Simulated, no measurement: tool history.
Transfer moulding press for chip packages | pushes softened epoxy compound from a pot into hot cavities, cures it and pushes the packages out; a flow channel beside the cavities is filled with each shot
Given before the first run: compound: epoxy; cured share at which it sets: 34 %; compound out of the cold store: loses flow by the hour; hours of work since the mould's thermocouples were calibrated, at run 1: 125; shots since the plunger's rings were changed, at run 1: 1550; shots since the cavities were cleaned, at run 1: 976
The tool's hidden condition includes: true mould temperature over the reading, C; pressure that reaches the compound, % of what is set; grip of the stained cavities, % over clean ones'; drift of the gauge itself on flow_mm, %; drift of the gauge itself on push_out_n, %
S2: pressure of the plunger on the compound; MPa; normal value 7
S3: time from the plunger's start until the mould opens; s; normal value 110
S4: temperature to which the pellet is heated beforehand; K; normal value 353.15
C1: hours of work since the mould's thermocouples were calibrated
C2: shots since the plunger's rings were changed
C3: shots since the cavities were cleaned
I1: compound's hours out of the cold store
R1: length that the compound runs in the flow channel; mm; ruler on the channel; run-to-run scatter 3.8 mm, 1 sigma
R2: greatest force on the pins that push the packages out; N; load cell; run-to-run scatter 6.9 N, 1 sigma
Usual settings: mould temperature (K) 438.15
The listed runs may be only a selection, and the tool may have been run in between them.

Run 1, hour 0: usual settings; C1 125; C2 1550; C3 976; I1 36.7. Result: R1 499 mm, R2 493 N.
At hour 16.1: cavities cleaned with cleaning compound and waxed.
Run 2, hour 48.2: usual settings; C1 157; C2 2098; C3 376; I1 28.3. Result: R1 507 mm, R2 510 N.
At hour 116.1: cavities cleaned with cleaning compound and waxed.
Run 3, hour 117.9: usual settings but S3 94 s; C1 204; C2 2900; C3 23; I1 9.1. Result: R1 548 mm, R2 395 N.
At hour 148.9: plunger's sealing rings changed.
At hour 154.8: cavities cleaned with cleaning compound and waxed, once more.
Run 4, hour 164.2: usual settings but S3 94 s; C1 233; C2 162; C3 111; I1 25.3. Result: R1 532 mm, R2 399 N.
Run 5, hour 193.1: usual settings; C1 253; C2 501; C3 450; I1 15.7. Result: R1 557 mm, R2 421 N.
Run 6, hour 241.5: usual settings but S2 7.58 MPa, S4 357.15 K; C1 286; C2 1070; C3 1019; I1 11.9. Result: R1 581 mm, R2 462 N.
At hour 255.5: cavities cleaned with cleaning compound and waxed.
Run 7, hour 284.9: usual settings but mould temperature (K) 436.15, S2 5.36 MPa, S3 118 s, S4 361.15 K; C1 315; C2 1561; C3 345; I1 28.6. Result: R1 454 mm, R2 401 N.
Run 8, hour 325.7: usual settings but S2 7.05 MPa, S3 142 s; C1 343; C2 2040; C3 824; I1 10.7. Result: R1 555 mm, R2 426 N.
At hour 358.2: cavities cleaned with cleaning compound and waxed.
Run 9, hour 374.1: usual settings but S2 7.05 MPa, S4 361.15 K; C1 375; C2 2591; C3 187; I1 26.7. Result: R1 505 mm, R2 357 N.
At hour 379.7: mould's thermocouples calibrated.
Run 10, hour 420.1: usual settings but mould temperature (K) 446.15, S4 347.15 K; C1 28; C2 3107; C3 703; I1 15.2. Result: R1 505 mm, R2 399 N.

Predict each of these 5 candidate next runs independently; none follows another, all start after run 10:
At hour 430.7: plunger's sealing rings changed.
At hour 464.8: cavities cleaned with cleaning compound and waxed.
Run A, hour 478: usual settings but S4 348.15 K; C1 65; C2 537; C3 154; I1 29.1. Result: R1 ?, R2 ?.
At hour 430.7: plunger's sealing rings changed.
At hour 464.8: cavities cleaned with cleaning compound and waxed.
Run B, hour 478: usual settings but S3 133 s; C1 65; C2 537; C3 154; I1 16.8. Result: R1 ?, R2 ?.
At hour 430.7: plunger's sealing rings changed.
At hour 464.8: cavities cleaned with cleaning compound and waxed.
Run C, hour 478: usual settings but S3 129 s, S4 363.15 K; C1 65; C2 537; C3 154; I1 12.6. Result: R1 ?, R2 ?.
At hour 430.7: plunger's sealing rings changed.
At hour 464.8: cavities cleaned with cleaning compound and waxed.
Run D, hour 478: usual settings but mould temperature (K) 446.15, S2 7.99 MPa, S4 346.15 K; C1 65; C2 537; C3 154; I1 47.9. Result: R1 ?, R2 ?.
At hour 430.7: plunger's sealing rings changed.
At hour 464.8: cavities cleaned with cleaning compound and waxed.
Run E, hour 478: usual settings but mould temperature (K) 445.15, S4 344.15 K; C1 65; C2 537; C3 154; I1 40.2. Result: R1 ?, R2 ?.

run   R1   R2
  A  523  343
  B  553  322
  C  569  330
  D  499  312
  E  489  327
Had the tool no hidden state, the same runs would have come out as:
run   R1   R2
  A  530  279
  B  560  262
  C  577  268
  D  505  252
  E  495  266
